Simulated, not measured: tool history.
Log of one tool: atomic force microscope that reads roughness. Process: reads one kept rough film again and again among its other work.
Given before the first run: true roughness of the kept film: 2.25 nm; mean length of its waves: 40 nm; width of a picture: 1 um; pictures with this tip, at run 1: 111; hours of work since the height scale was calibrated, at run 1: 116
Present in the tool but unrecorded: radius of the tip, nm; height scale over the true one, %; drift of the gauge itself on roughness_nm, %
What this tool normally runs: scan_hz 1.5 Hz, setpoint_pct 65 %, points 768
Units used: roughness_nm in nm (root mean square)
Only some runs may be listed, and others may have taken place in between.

| run | hour | scan_hz | setpoint_pct | points | pictures with this tip | hours of work since the height scale was calibrated | roughness_nm |
|---|---|---|---|---|---|---|---|
| 1 | 0 | 1.5 | 65 | 768 | 111 | 116 | 1.976 |
|  | 5.7 | new tip fitted |
| 2 | 8 | 1.7 | 65 | 768 | 3 | 120 | 2.079 |
| 3 | 16.2 | 1.7 | 65 | 768 | 13 | 124 | 2.085 |
| 4 | 25.2 | 1.7 | 65 | 768 | 24 | 129 | 2.05 |
| 5 | 35.9 | 1.7 | 65 | 768 | 38 | 135 | 2.031 |
| 6 | 46.4 | 1.5 | 65 | 768 | 51 | 141 | 2.051 |
| 7 | 54.6 | 1.5 | 65 | 768 | 61 | 145 | 2.024 |
| 8 | 66 | 1.5 | 65 | 768 | 76 | 151 | 2.023 |
| 9 | 71.7 | 1.5 | 65 | 344 | 83 | 154 | 2.003 |
| 10 | 82.3 | 1.5 | 65 | 344 | 96 | 160 | 2.002 |
| 11 | 93 | 1.5 | 65 | 344 | 110 | 166 | 1.981 |
|  | 99.2 | new tip fitted |
| 12 | 101.6 | 1.5 | 65 | 344 | 3 | 170 | 2.08 |
| 13 | 113.1 | 1.5 | 65 | 344 | 18 | 177 | 2.063 |
| 14 | 123.6 | 1.5 | 65 | 344 | 31 | 182 | 2.061 |
| 15 | 135 | 1.5 | 65 | 344 | 45 | 189 | 2.033 |
| 16 | 142.7 | 3.54 | 65 | 768 | 55 | 193 | 1.95 |
| 17 | 152.8 | 3.54 | 65 | 768 | 68 | 198 | 1.934 |
| 18 | 161.1 | 3.54 | 65 | 768 | 78 | 203 | 1.923 |
| 19 | 168.9 | 3.54 | 65 | 768 | 88 | 207 | 1.91 |
| 20 | 175.4 | 1.5 | 65 | 768 | 96 | 211 | 2.007 |
| 21 | 183 | 1.5 | 65 | 748 | 106 | 215 | 1.979 |
|  | 191.8 | new tip fitted |
| 22 | 193.2 | 1.5 | 65 | 748 | 1 | 220 | 2.095 |
| 23 | 202 | 0.79 | 65 | 768 | 12 | 225 | 2.112 |
| 24 | 210.2 | 1.09 | 68 | 447 | 23 | 229 | 2.084 |
| 25 | 219.4 | 3.59 | 58 | 889 | 34 | 234 | 2.017 |
| 26 | 230.7 | 1.19 | 84 | 637 | 49 | 240 | 1.957 |
| 27 | 240 | 3.06 | 65 | 946 | 60 | 245 | 1.95 |
| 28 | 248.3 | 2.49 | 73 | 518 | 71 | 250 | 1.916 |
| 29 | 253.9 | 2.41 | 74 | 842 | 78 | 253 | 1.904 |
| 30 | 263.6 | 2.59 | 63 | 275 | 90 | 258 | 1.955 |
| 31 | 275.7 | 1.5 | 65 | 523 | 106 | 265 | 1.991 |
|  | 285 | new tip fitted |
| 32 | 286.6 | 1.23 | 68 | 523 | 2 | 271 | 2.095 |
| 33 | 295.6 | 1.28 | 81 | 517 | 13 | 275 | 2.006 |
| 34 | 305.8 | 1.28 | 63 | 660 | 26 | 281 | 2.083 |
| 35 | 317.5 | 2.71 | 67 | 398 | 41 | 287 | 1.963 |
| 36 | 323.9 | 3.97 | 58 | 373 | 49 | 291 | 2.003 |
| 37 | 335.6 | 3.97 | 58 | 373 | 64 | 297 | 1.976 |
| 38 | 345.4 | 1.5 | 84 | 324 | 76 | 302 | 1.892 |
| 39 | 357.5 | 0.95 | 55 | 839 | 91 | 309 | 2.069 |
| 40 | 365.4 | 2.01 | 59 | 839 | 101 | 313 | 2.009 |
| 41 | 377.2 | 0.79 | 59 | 404 | 116 | 320 | 2.019 |
|  | 378.2 | new tip fitted |
| 42 | 382.8 | 3.66 | 65 | 768 | 6 | 323 | 1.973 |
| 43 | 389.9 | 0.97 | 74 | 768 | 15 | 326 | 2.068 |
| 44 | 397.6 | 0.97 | 74 | 768 | 24 | 331 | 2.073 |
| 45 | 405.5 | 2.04 | 89 | 768 | 34 | 335 | 1.81 |

Consider 3 possible next runs. They are alternatives, not a sequence: every one starts from the tool as it was left by run 45. What does each give?
| A | 411.9 | 0.86 | 69 | 768 | 42 | 338 | ? |
| B | 411.9 | 1.5 | 85 | 793 | 42 | 338 | ? |
| C | 411.9 | 2.95 | 89 | 768 | 42 | 338 | ? |

| run | roughness_nm |
|---|---|
| A | 2.076 |
| B | 1.92 |
| C | 1.693 |
With the hidden condition removed and each run's random variation left untouched, the same runs would have given:
| run | roughness_nm |
|---|---|
| A | 2.112 |
| B | 1.954 |
| C | 1.723 |

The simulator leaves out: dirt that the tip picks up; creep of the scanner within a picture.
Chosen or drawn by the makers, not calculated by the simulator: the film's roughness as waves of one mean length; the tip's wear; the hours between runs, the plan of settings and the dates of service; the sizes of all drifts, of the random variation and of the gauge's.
